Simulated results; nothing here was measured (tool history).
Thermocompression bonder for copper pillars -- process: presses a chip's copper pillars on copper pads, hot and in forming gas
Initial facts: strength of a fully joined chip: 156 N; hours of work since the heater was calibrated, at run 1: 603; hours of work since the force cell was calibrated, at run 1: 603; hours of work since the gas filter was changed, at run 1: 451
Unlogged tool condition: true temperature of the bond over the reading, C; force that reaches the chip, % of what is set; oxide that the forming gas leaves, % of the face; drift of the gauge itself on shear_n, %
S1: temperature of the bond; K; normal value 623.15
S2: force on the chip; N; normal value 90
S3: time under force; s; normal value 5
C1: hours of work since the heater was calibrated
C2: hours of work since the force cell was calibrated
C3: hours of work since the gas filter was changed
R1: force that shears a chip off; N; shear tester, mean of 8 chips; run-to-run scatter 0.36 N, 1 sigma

run	hour	S1	S2	S3	C1	C2	C3	R1
1	0.0	623.15	90	5	603	603	451	68.2
2	24.2	623.15	90	5	620	620	469	68.3
# hour 27.4: forming gas filter changed
3	48.8	623.15	90	5	637	637	15	69.3
4	66.5	623.15	55	5	650	650	28	46.4
5	96.1	623.15	90	5	671	671	49	69.5
6	121.1	623.15	109	5	689	689	67	79.7
7	139.4	623.15	109	5	702	702	80	79.2
8	162.1	602.15	109	5	718	718	96	64.4
9	191.3	602.15	109	5	739	739	117	64.0
10	216.4	623.15	90	5	757	757	135	69.7
11	243.9	623.15	90	5	776	776	155	69.9
12	263.0	623.15	90	5	790	790	168	70.1
13	288.7	623.15	90	5	808	808	187	70.7
14	313.1	623.15	90	5	826	826	204	70.6
# hour 330.2: gauge calibrated
15	333.6	623.15	90	5	840	840	219	68.4
16	354.2	623.15	90	5	855	855	233	69.2
17	367.7	621.15	90	5	865	865	243	67.5
18	390.5	623.15	90	5	881	881	259	69.4
19	421.3	623.15	90	5	903	903	281	68.9
20	442.9	623.15	90	5	918	918	297	68.6
21	456.3	604.15	63	11	928	928	306	57.0
22	471.7	627.15	60	8	939	939	317	63.2
23	502.6	627.15	60	8	961	961	339	63.2
24	525.4	631.15	60	4	977	977	356	50.7
25	552.5	648.15	71	4	997	997	375	68.8
26	581.8	639.15	101	3	1018	1018	396	74.7
27	610.6	633.15	66	4	1038	1038	416	56.5
28	633.9	633.15	55	4	1055	1055	433	48.4
29	664.1	633.15	55	4	1076	1076	455	48.4
# hour 687.3: forming gas filter changed
30	691.0	626.15	55	4	1095	1095	3	44.7
31	712.2	626.15	55	4	1110	1110	18	44.8
32	734.5	626.15	55	8	1126	1126	34	59.9
33	754.6	643.15	56	9	1141	1141	48	75.4
34	783.5	650.15	58	6	1161	1161	69	71.9
35	800.6	650.15	58	6	1173	1173	81	71.0
36	829.0	630.15	58	6	1194	1194	101	58.6
37	847.7	627.15	106	6	1207	1207	114	88.8
38	866.8	606.15	106	6	1221	1221	128	73.0
39	897.9	606.15	60	15	1243	1243	150	66.3
40	915.0	642.15	97	4	1255	1255	163	84.0

Here are 4 independent what-if runs from the current tool condition. What would each one return?
A	936.4	642.15	127	5	1270	1270	178	?
B	936.4	599.15	97	4	1270	1270	178	?
C	936.4	623.15	108	14	1270	1270	178	?
D	936.4	623.15	81	5	1270	1270	178	?

run	R1
A	106.8
B	53.3
C	112.8
D	66.5
Take away the tool's hidden state, keep each run's random variation, and the runs would have read:
run	R1
A	101.4
B	50.7
C	107.1
D	63.2
